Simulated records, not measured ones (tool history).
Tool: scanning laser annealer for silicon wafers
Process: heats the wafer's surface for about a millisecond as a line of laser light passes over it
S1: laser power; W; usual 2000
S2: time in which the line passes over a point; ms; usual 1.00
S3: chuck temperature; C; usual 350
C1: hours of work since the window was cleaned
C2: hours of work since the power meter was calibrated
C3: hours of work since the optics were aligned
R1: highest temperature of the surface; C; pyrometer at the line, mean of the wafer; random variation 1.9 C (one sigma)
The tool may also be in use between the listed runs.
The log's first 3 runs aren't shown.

Run 4, day 3.621: usual settings; C1 79; C2 880; C3 166. Result: R1 1147 C.
Run 5, day 4.433: usual settings; C1 94; C2 896; C3 181. Result: R1 1148 C.
Run 6, day 5.242: usual settings; C1 110; C2 911; C3 197. Result: R1 1146 C.
Run 7, day 6.942: usual settings but S2 0.79 ms; C1 142; C2 944; C3 229. Result: R1 1057 C.
Run 8, day 7.988: usual settings but S2 1.11 ms; C1 162; C2 964; C3 249. Result: R1 1181 C.
Run 9, day 9.121: usual settings but S2 1.11 ms; C1 184; C2 986; C3 271. Result: R1 1182 C.
Run 10, day 10.079: usual settings but S3 355 C; C1 202; C2 1004; C3 289. Result: R1 1143 C.
Run 11, day 10.925: usual settings but S3 355 C; C1 218; C2 1020; C3 305. Result: R1 1141 C.
Run 12, day 12.758: usual settings but S2 0.72 ms; C1 253; C2 1055; C3 340. Result: R1 1028 C.
Run 13, day 13.904: usual settings but S2 0.72 ms; C1 275; C2 1077; C3 362. Result: R1 1024 C.
Run 14, day 14.654: usual settings but S3 313 C; C1 290; C2 1091; C3 377. Result: R1 1100 C.
Run 15, day 16.179: usual settings but S3 313 C; C1 319; C2 1121; C3 406. Result: R1 1096 C.
Run 16, day 17.288: usual settings but S3 313 C; C1 340; C2 1142; C3 427. Result: R1 1096 C.

Run 17 comes next. What will it give?
Run 17, day 18.354: usual settings but S3 313 C; C1 360; C2 1162; C3 447. Result: R1 ?.

R1: 1092 C
Without the tool's hidden state the same run would have given R1 1125 C.

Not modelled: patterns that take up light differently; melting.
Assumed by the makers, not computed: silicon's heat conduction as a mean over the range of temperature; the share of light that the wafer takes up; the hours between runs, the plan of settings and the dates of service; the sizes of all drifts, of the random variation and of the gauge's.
